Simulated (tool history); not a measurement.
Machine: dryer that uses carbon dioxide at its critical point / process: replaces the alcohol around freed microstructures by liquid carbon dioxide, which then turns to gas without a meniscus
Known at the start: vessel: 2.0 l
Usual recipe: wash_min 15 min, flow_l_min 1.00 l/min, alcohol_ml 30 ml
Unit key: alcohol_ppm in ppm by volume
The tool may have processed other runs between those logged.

{"run": 1, "hour": 0.0, "wash_min": 15, "flow_l_min": 1.0, "alcohol_ml": 30, "alcohol_ppm": 105}
{"run": 2, "hour": 20.7, "wash_min": 15, "flow_l_min": 1.0, "alcohol_ml": 30, "alcohol_ppm": 108}
{"run": 3, "hour": 48.3, "wash_min": 15, "flow_l_min": 1.0, "alcohol_ml": 30, "alcohol_ppm": 109}
{"run": 4, "hour": 83.1, "wash_min": 15, "flow_l_min": 1.0, "alcohol_ml": 30, "alcohol_ppm": 112}
{"run": 5, "hour": 118.6, "wash_min": 15, "flow_l_min": 1.0, "alcohol_ml": 30, "alcohol_ppm": 124}
{"run": 6, "hour": 145.5, "wash_min": 15, "flow_l_min": 1.0, "alcohol_ml": 30, "alcohol_ppm": 127}
{"hour": 166.6, "done": "inlet filter changed"}
{"run": 7, "hour": 170.5, "wash_min": 17, "flow_l_min": 1.0, "alcohol_ml": 30, "alcohol_ppm": 50}
{"run": 8, "hour": 189.7, "wash_min": 15, "flow_l_min": 1.0, "alcohol_ml": 30, "alcohol_ppm": 59}
{"run": 9, "hour": 209.7, "wash_min": 15, "flow_l_min": 1.0, "alcohol_ml": 30, "alcohol_ppm": 60}
{"run": 10, "hour": 241.6, "wash_min": 15, "flow_l_min": 1.0, "alcohol_ml": 30, "alcohol_ppm": 71}
{"run": 11, "hour": 269.1, "wash_min": 15, "flow_l_min": 1.0, "alcohol_ml": 30, "alcohol_ppm": 75}
{"run": 12, "hour": 284.0, "wash_min": 15, "flow_l_min": 1.0, "alcohol_ml": 30, "alcohol_ppm": 71}
{"run": 13, "hour": 300.7, "wash_min": 15, "flow_l_min": 1.0, "alcohol_ml": 30, "alcohol_ppm": 69}
{"run": 14, "hour": 327.7, "wash_min": 15, "flow_l_min": 1.0, "alcohol_ml": 30, "alcohol_ppm": 94}
{"run": 15, "hour": 346.8, "wash_min": 15, "flow_l_min": 1.0, "alcohol_ml": 30, "alcohol_ppm": 82}
{"run": 16, "hour": 380.6, "wash_min": 15, "flow_l_min": 1.0, "alcohol_ml": 38, "alcohol_ppm": 99}
{"run": 17, "hour": 401.8, "wash_min": 15, "flow_l_min": 1.0, "alcohol_ml": 38, "alcohol_ppm": 110}
{"run": 18, "hour": 435.9, "wash_min": 15, "flow_l_min": 1.0, "alcohol_ml": 38, "alcohol_ppm": 103}
{"run": 19, "hour": 452.8, "wash_min": 15, "flow_l_min": 1.0, "alcohol_ml": 30, "alcohol_ppm": 96}
{"run": 20, "hour": 481.1, "wash_min": 15, "flow_l_min": 1.0, "alcohol_ml": 30, "alcohol_ppm": 99}
{"run": 21, "hour": 509.1, "wash_min": 15, "flow_l_min": 1.0, "alcohol_ml": 30, "alcohol_ppm": 106}
{"run": 22, "hour": 543.3, "wash_min": 15, "flow_l_min": 1.0, "alcohol_ml": 30, "alcohol_ppm": 108}
{"run": 23, "hour": 565.3, "wash_min": 15, "flow_l_min": 1.0, "alcohol_ml": 30, "alcohol_ppm": 118}
{"run": 24, "hour": 592.0, "wash_min": 15, "flow_l_min": 1.0, "alcohol_ml": 30, "alcohol_ppm": 120}
{"run": 25, "hour": 607.2, "wash_min": 13, "flow_l_min": 1.17, "alcohol_ml": 25, "alcohol_ppm": 100}
{"run": 26, "hour": 629.9, "wash_min": 13, "flow_l_min": 1.17, "alcohol_ml": 25, "alcohol_ppm": 105}
{"run": 27, "hour": 647.4, "wash_min": 13, "flow_l_min": 1.05, "alcohol_ml": 25, "alcohol_ppm": 153}
{"run": 28, "hour": 670.2, "wash_min": 9, "flow_l_min": 1.28, "alcohol_ml": 41, "alcohol_ppm": 425}
{"run": 29, "hour": 701.1, "wash_min": 9, "flow_l_min": 1.28, "alcohol_ml": 41, "alcohol_ppm": 460}
{"run": 30, "hour": 731.9, "wash_min": 14, "flow_l_min": 0.91, "alcohol_ml": 30, "alcohol_ppm": 255}
{"run": 31, "hour": 762.6, "wash_min": 15, "flow_l_min": 0.99, "alcohol_ml": 41, "alcohol_ppm": 191}
{"run": 32, "hour": 795.3, "wash_min": 9, "flow_l_min": 0.99, "alcohol_ml": 65, "alcohol_ppm": 1774}

Run 33 has not been measured yet. What should we expect?
{"hour": 817.8, "done": "inlet filter changed"}
{"run": 33, "hour": 822.7, "wash_min": 18, "flow_l_min": 1.53, "alcohol_ml": 30, "alcohol_ppm": "?"}

{"run 33": {"alcohol_ppm": 39}}
With no hidden state in the tool, this same run would have given alcohol_ppm 3 ppm by volume.

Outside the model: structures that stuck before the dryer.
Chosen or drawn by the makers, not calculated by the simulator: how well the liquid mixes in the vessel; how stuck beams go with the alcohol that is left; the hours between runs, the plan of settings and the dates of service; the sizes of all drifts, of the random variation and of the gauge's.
